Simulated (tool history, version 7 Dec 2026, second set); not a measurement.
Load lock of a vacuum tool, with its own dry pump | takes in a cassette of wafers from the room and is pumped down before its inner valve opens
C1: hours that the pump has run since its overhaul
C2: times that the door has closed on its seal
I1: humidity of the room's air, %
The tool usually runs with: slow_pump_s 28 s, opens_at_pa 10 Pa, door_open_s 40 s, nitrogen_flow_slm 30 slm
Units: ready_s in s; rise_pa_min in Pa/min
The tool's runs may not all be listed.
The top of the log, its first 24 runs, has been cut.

Run 25, day 167.746: usual settings but opens_at_pa 8 Pa, nitrogen_flow_slm 42 slm; C1 7145; C2 11644; I1 44.4. Result: ready_s 74.3 s, rise_pa_min 0.019 Pa/min.
Run 26, day 178.438: usual settings but slow_pump_s 29 s, opens_at_pa 7 Pa, door_open_s 64 s, nitrogen_flow_slm 41 slm; C1 7401; C2 12322; I1 46. Result: ready_s 76.9 s, rise_pa_min 0.037 Pa/min.
Run 27, day 185.854: usual settings but slow_pump_s 29 s, opens_at_pa 7 Pa, door_open_s 39 s, nitrogen_flow_slm 9 slm; C1 7579; C2 12792; I1 39.9. Result: ready_s 76.1 s, rise_pa_min 0.034 Pa/min.
Run 28, day 193.1: usual settings but door_open_s 37 s; C1 7753; C2 13252; I1 43.5. Result: ready_s 73.6 s, rise_pa_min 0.027 Pa/min.
Run 29, day 200.658: usual settings but door_open_s 37 s; C1 7935; C2 13732; I1 39.8. Result: ready_s 73.3 s, rise_pa_min 0.024 Pa/min.
Run 30, day 210.583: usual settings but slow_pump_s 53 s, opens_at_pa 9 Pa, door_open_s 178 s, nitrogen_flow_slm 7 slm; C1 8173; C2 14361; I1 46.9. Result: ready_s 92.4 s, rise_pa_min 0.067 Pa/min.
Run 31, day 216.212: usual settings but slow_pump_s 53 s, opens_at_pa 9 Pa, door_open_s 178 s, nitrogen_flow_slm 7 slm; C1 8308; C2 14718; I1 45.3. Result: ready_s 92.5 s, rise_pa_min 0.066 Pa/min.
Run 32, day 226.467: usual settings but opens_at_pa 16 Pa, door_open_s 26 s, nitrogen_flow_slm 6 slm; C1 8554; C2 15369; I1 43. Result: ready_s 70.9 s, rise_pa_min 0.032 Pa/min.
Run 33, day 232.229: usual settings but door_open_s 120 s, nitrogen_flow_slm 6 slm; C1 8692; C2 15735; I1 47.5. Result: ready_s 75.1 s, rise_pa_min 0.062 Pa/min.
Run 34, day 242.117: usual settings but opens_at_pa 11 Pa, door_open_s 36 s; C1 8930; C2 16362; I1 47.1. Result: ready_s 73.3 s, rise_pa_min 0.026 Pa/min.
Run 35, day 248.917: usual settings but opens_at_pa 17 Pa, door_open_s 27 s; C1 9093; C2 16793; I1 44.4. Result: ready_s 70.5 s, rise_pa_min 0.028 Pa/min.
Run 36, day 256.625: usual settings but slow_pump_s 46 s, opens_at_pa 17 Pa, door_open_s 27 s; C1 9278; C2 17282; I1 48.7. Result: ready_s 84.2 s, rise_pa_min 0.023 Pa/min.
Run 37, day 262.562: usual settings but slow_pump_s 46 s, opens_at_pa 17 Pa, door_open_s 27 s; C1 9420; C2 17659; I1 43.8. Result: ready_s 82.5 s, rise_pa_min 0.025 Pa/min.

Here are 3 independent what-if runs from the current tool condition. What would each one return?
Run A, day 268.438: usual settings but slow_pump_s 26 s, opens_at_pa 11 Pa, door_open_s 39 s; C1 9561; C2 18032; I1 45.3. Result: ready_s ?, rise_pa_min ?.
Run B, day 268.438: usual settings but slow_pump_s 29 s, door_open_s 142 s, nitrogen_flow_slm 18 slm; C1 9561; C2 18032; I1 45.8. Result: ready_s ?, rise_pa_min ?.
Run C, day 268.438: usual settings but opens_at_pa 17 Pa, door_open_s 156 s, nitrogen_flow_slm 21 slm; C1 9561; C2 18032; I1 47.3. Result: ready_s ?, rise_pa_min ?.

run  ready_s  rise_pa_min
  A     71.5         0.03
  B     75.5        0.054
  C     70.4        0.053
With no hidden state in the tool, these same runs would have given:
run  ready_s  rise_pa_min
  A     71.4         0.03
  B     75.4        0.054
  C     70.3        0.053
